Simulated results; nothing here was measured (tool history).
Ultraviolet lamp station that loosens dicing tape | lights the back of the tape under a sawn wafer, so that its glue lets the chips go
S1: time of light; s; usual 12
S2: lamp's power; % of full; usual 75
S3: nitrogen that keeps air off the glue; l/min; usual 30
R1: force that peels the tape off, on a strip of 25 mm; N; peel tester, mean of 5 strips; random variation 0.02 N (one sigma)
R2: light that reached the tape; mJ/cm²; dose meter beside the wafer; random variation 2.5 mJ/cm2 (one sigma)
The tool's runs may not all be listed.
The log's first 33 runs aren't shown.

{"run": 34, "hour": 312.5, "S1": 8, "S2": 82, "S3": 44, "R1": 1.551, "R2": 210}
{"run": 35, "hour": 320.0, "S1": 14, "S2": 81, "S3": 39, "R1": 0.554, "R2": 359}
{"run": 36, "hour": 330.8, "S1": 12, "S2": 81, "S3": 35, "R1": 0.794, "R2": 306}
{"run": 37, "hour": 341.1, "S1": 6, "S2": 94, "S3": 11, "R1": 2.652, "R2": 179}
{"run": 38, "hour": 352.8, "S1": 7, "S2": 92, "S3": 20, "R1": 1.958, "R2": 206}
{"run": 39, "hour": 365.1, "S1": 22, "S2": 77, "S3": 28, "R1": 0.255, "R2": 538}
{"run": 40, "hour": 371.5, "S1": 13, "S2": 70, "S3": 13, "R1": 1.411, "R2": 289}
{"run": 41, "hour": 377.0, "S1": 22, "S2": 74, "S3": 13, "R1": 0.421, "R2": 520}
{"run": 42, "hour": 386.9, "S1": 22, "S2": 74, "S3": 13, "R1": 0.442, "R2": 515}
{"run": 43, "hour": 393.2, "S1": 8, "S2": 67, "S3": 21, "R1": 2.507, "R2": 170}

3 ways to go on from here, each from the tool as it stands after run 43. What would each give?
{"run": "A", "hour": 403.2, "S1": 12, "S2": 68, "S3": 30, "R1": "?", "R2": "?"}
{"run": "B", "hour": 403.2, "S1": 12, "S2": 75, "S3": 30, "R1": "?", "R2": "?"}
{"run": "C", "hour": 403.2, "S1": 7, "S2": 67, "S3": 21, "R1": "?", "R2": "?"}

run=A R1=1.193 R2=256
run=B R1=0.983 R2=285
run=C R1=2.737 R2=145
Without the tool's hidden state the same runs would have given:
run=A R1=1.189 R2=256
run=B R1=0.980 R2=285
run=C R1=2.733 R2=145

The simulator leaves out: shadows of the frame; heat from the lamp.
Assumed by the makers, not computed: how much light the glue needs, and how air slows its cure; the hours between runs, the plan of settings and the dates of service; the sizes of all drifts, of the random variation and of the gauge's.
